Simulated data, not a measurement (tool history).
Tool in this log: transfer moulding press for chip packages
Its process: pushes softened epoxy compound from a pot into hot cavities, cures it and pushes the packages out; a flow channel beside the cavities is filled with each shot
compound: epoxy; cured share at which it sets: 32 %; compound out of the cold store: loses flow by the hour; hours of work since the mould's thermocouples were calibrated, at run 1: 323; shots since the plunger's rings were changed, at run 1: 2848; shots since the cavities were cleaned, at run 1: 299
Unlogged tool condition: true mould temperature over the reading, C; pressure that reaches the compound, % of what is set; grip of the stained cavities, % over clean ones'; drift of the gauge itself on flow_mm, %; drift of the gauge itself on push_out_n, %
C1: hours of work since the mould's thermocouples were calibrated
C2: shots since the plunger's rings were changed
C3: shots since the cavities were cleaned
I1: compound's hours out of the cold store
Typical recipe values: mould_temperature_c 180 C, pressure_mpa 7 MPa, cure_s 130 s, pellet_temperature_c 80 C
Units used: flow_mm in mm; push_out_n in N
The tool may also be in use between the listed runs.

Run 1, day 0: usual settings; C1 323; C2 2848; C3 299; I1 47.1. Result: flow_mm 612 mm, push_out_n 447 N.
At day 0.617: cavities cleaned with cleaning compound and waxed.
Run 2, day 0.729: usual settings; C1 332; C2 2984; C3 22; I1 26.6. Result: flow_mm 664 mm, push_out_n 344 N.
Run 3, day 1.083: usual settings but cure_s 170 s; C1 336; C2 3057; C3 95; I1 19.6. Result: flow_mm 699 mm, push_out_n 365 N.
Run 4, day 1.617: usual settings but pressure_mpa 8.61 MPa; C1 343; C2 3166; C3 204; I1 29. Result: flow_mm 751 mm, push_out_n 437 N.
Run 5, day 2.017: usual settings but pressure_mpa 8.61 MPa; C1 349; C2 3248; C3 286; I1 32. Result: flow_mm 736 mm, push_out_n 471 N.
At day 2.675: cavities cleaned with cleaning compound and waxed.
Run 6, day 2.75: usual settings but pressure_mpa 8.61 MPa; C1 357; C2 3385; C3 15; I1 17.4. Result: flow_mm 780 mm, push_out_n 364 N.
Run 7, day 3.208: usual settings but pressure_mpa 8.33 MPa; C1 363; C2 3478; C3 108; I1 44.9. Result: flow_mm 676 mm, push_out_n 387 N.
Run 8, day 3.921: usual settings but pressure_mpa 8.33 MPa; C1 372; C2 3624; C3 254; I1 23.4. Result: flow_mm 745 mm, push_out_n 467 N.
Run 9, day 4.521: usual settings but pressure_mpa 8.33 MPa; C1 380; C2 3747; C3 377; I1 12.4. Result: flow_mm 787 mm, push_out_n 515 N.
At day 4.754: cavities cleaned with cleaning compound and waxed.
Run 10, day 5.167: usual settings but pressure_mpa 8.33 MPa; C1 388; C2 3867; C3 85; I1 35.2. Result: flow_mm 690 mm, push_out_n 390 N.
Run 11, day 5.633: usual settings; C1 394; C2 3961; C3 179; I1 36.4. Result: flow_mm 640 mm, push_out_n 438 N.
Run 12, day 6.25: usual settings; C1 402; C2 4088; C3 306; I1 39.4. Result: flow_mm 634 mm, push_out_n 480 N.
Run 13, day 6.7: usual settings; C1 408; C2 4180; C3 398; I1 33. Result: flow_mm 645 mm, push_out_n 517 N.
At day 6.812: cavities cleaned with cleaning compound and waxed.
Run 14, day 7.054: usual settings; C1 412; C2 4239; C3 49; I1 17.9. Result: flow_mm 688 mm, push_out_n 377 N.
Run 15, day 7.583: usual settings; C1 418; C2 4348; C3 158; I1 33.6. Result: flow_mm 639 mm, push_out_n 403 N.
Run 16, day 7.992: usual settings but mould_temperature_c 187 C, cure_s 114 s, pellet_temperature_c 79 C; C1 424; C2 4431; C3 241; I1 19.4. Result: flow_mm 652 mm, push_out_n 436 N.
Run 17, day 8.279: usual settings but mould_temperature_c 187 C, cure_s 114 s, pellet_temperature_c 79 C; C1 427; C2 4490; C3 300; I1 31.2. Result: flow_mm 623 mm, push_out_n 456 N.
Run 18, day 8.667: usual settings but mould_temperature_c 187 C, cure_s 114 s, pellet_temperature_c 79 C; C1 433; C2 4569; C3 379; I1 41.2. Result: flow_mm 587 mm, push_out_n 461 N.
At day 8.896: cavities cleaned with cleaning compound and waxed.
Run 19, day 9.383: usual settings but mould_temperature_c 187 C, cure_s 114 s, pellet_temperature_c 79 C; C1 441; C2 4702; C3 99; I1 45. Result: flow_mm 575 mm, push_out_n 383 N.
Run 20, day 9.971: usual settings but mould_temperature_c 187 C, cure_s 122 s, pellet_temperature_c 77 C; C1 449; C2 4822; C3 219; I1 45.3. Result: flow_mm 582 mm, push_out_n 432 N.
Run 21, day 10.608: usual settings but mould_temperature_c 184 C, pressure_mpa 5.3 MPa, cure_s 149 s, pellet_temperature_c 85 C; C1 457; C2 4953; C3 350; I1 8.7. Result: flow_mm 603 mm, push_out_n 449 N.
At day 10.971: cavities cleaned with cleaning compound and waxed.
Run 22, day 11.279: usual settings but mould_temperature_c 178 C, cure_s 125 s, pellet_temperature_c 77 C; C1 465; C2 5077; C3 63; I1 10.5. Result: flow_mm 719 mm, push_out_n 427 N.
Run 23, day 11.95: usual settings but mould_temperature_c 178 C, cure_s 125 s, pellet_temperature_c 77 C; C1 474; C2 5214; C3 200; I1 32.5. Result: flow_mm 645 mm, push_out_n 485 N.
Run 24, day 12.608: usual settings but mould_temperature_c 176 C, pressure_mpa 5.21 MPa, cure_s 139 s, pellet_temperature_c 73 C; C1 482; C2 5349; C3 335; I1 27. Result: flow_mm 583 mm, push_out_n 515 N.
At day 13.05: cavities cleaned with cleaning compound and waxed.
Run 25, day 13.05: usual settings but mould_temperature_c 176 C, pressure_mpa 5.21 MPa, cure_s 139 s, pellet_temperature_c 73 C; C1 487; C2 5426; C3 0; I1 37.7. Result: flow_mm 542 mm, push_out_n 369 N.
Run 26, day 13.583: usual settings but mould_temperature_c 179 C, pressure_mpa 8.46 MPa, cure_s 117 s, pellet_temperature_c 75 C; C1 494; C2 5535; C3 109; I1 13.3. Result: flow_mm 754 mm, push_out_n 462 N.
At day 14.012: plunger's sealing rings changed.
Run 27, day 14.296: usual settings but pellet_temperature_c 72 C; C1 502; C2 57; C3 233; I1 23.6. Result: flow_mm 723 mm, push_out_n 463 N.
Run 28, day 15.008: usual settings but mould_temperature_c 178 C, pressure_mpa 8.11 MPa, cure_s 167 s, pellet_temperature_c 84 C; C1 511; C2 203; C3 379; I1 35.5. Result: flow_mm 731 mm, push_out_n 477 N.

Some steps in flow_mm, run to run, broken into two amounts with sign: the step expected even without the hidden condition (settings, incoming material, random variation), and the rest, left for the hidden condition together with whatever gauge scatter is not in both the measured and the hidden-condition-free result:
Run 21 -> 22: mould_temperature_c 184 -> 178, pressure_mpa 5.3 -> 7, cure_s 149 -> 125, pellet_temperature_c 85 -> 77, cavities cleaned with cleaning compound and waxed. flow_mm +116 mm: hidden state -11, all else +127.
Run 25 -> 26: mould_temperature_c 176 -> 179, pressure_mpa 5.21 -> 8.46, cure_s 139 -> 117, pellet_temperature_c 73 -> 75. flow_mm +212 mm: hidden state -19, all else +231.
Run 26 -> 27: mould_temperature_c 179 -> 180, pressure_mpa 8.46 -> 7, cure_s 117 -> 130, pellet_temperature_c 75 -> 72, plunger's sealing rings changed. flow_mm -31 mm: hidden state +64, all else -95.

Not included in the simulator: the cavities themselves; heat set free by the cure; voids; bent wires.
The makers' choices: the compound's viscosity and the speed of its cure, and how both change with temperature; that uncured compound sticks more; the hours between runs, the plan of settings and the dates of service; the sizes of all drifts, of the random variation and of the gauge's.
